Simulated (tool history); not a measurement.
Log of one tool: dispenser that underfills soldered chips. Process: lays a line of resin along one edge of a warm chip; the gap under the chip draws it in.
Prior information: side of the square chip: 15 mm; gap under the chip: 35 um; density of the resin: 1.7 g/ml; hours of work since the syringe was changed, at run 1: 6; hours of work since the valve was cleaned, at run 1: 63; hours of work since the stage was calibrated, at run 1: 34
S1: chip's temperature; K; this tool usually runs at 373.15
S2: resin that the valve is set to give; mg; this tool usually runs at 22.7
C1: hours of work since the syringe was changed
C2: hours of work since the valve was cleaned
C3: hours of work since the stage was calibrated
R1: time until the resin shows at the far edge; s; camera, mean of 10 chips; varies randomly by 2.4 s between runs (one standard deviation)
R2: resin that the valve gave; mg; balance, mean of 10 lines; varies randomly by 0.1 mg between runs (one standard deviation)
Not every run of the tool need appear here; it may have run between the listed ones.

run	hour	S1	S2	C1	C2	C3	R1	R2
1	0	373.15	22.7	6	63	34	394.5	21.4
# hour 3.5: new syringe of resin
2	6.1	369.15	22.7	2	67	38	311.8	21.35
3	9.6	369.15	22.7	4	70	40	391.3	21.21
4	12.2	373.15	22.7	6	71	42	405	21.07
# hour 14.9: new syringe of resin
5	16.4	373.15	27.8	1	74	45	262.7	25.94
6	22.2	373.15	27.8	5	78	49	368.1	25.74
# hour 26.4: new syringe of resin
7	27.1	373.15	27.8	0	81	52	244.8	25.62
8	29.6	373.15	20.6	2	83	54	292.5	19.05
9	35.1	373.15	22.7	6	87	58	405.1	20.93
# hour 38: new syringe of resin
10	40.2	373.15	22.7	2	90	61	279.9	20.74
11	44.3	373.15	22.7	4	93	64	340.5	20.79
12	48.4	373.15	22.7	7	96	66	444.9	20.57
# hour 49.5: new syringe of resin
13	54.2	373.15	22.7	3	99	70	320.5	20.58
# hour 60.1: dispensing valve cleaned and set on the balance
14	60.6	373.15	22.7	7	0	74	432.5	22.76
# hour 61.9: new syringe of resin
15	64.7	372.15	22.7	2	3	77	295.1	22.57
16	67.8	373.15	25.4	4	5	79	336.7	25.33
17	71.2	376.15	25.4	6	7	81	382.3	25.21
# hour 73.3: new syringe of resin
18	76	380.15	20.5	2	11	84	231.9	20.4
19	79.3	363.15	27	4	13	87	462.9	26.74
20	82.9	365.15	20.4	7	15	89	559.9	20.06
# hour 84.8: new syringe of resin
21	88.8	362.15	22.5	3	19	93	431.6	21.91
22	92	377.15	20.7	5	21	95	333.7	20.39
# hour 96.4: new syringe of resin
23	96.6	370.15	28.1	0	24	98	263	27.51
24	101.9	370.15	28.1	4	28	102	360.9	27.21
25	106.7	377.15	23	7	31	105	392.8	22.2
# hour 108.2: new syringe of resin
26	112.5	379.15	22.7	3	35	109	254.4	21.92
27	115.8	379.15	22.7	5	37	111	315.4	21.98
28	119.1	368.15	23.5	8	40	113	546.7	22.61
# hour 119.7: new syringe of resin
29	124.3	385.15	28.3	3	43	117	213.1	27.13

Here are 5 independent what-if runs from the current tool condition. What would each one return?
A	129.2	387.15	19.3	6	46	120	?	?
B	129.2	386.15	25	6	46	120	?	?
C	129.2	380.15	28.3	6	46	120	?	?
D	129.2	365.15	27.2	6	46	120	?	?
E	129.2	376.15	23.7	6	46	120	?	?

run	R1	R2
A	278.2	18.47
B	280.7	23.87
C	328.7	26.87
D	534	26.05
E	375.4	22.62
Take away the tool's hidden state, keep each run's random variation, and the runs would have read:
run	R1	R2
A	158.9	19.29
B	161.5	24.92
C	189.3	28.06
D	307.6	27.19
E	215.8	23.61
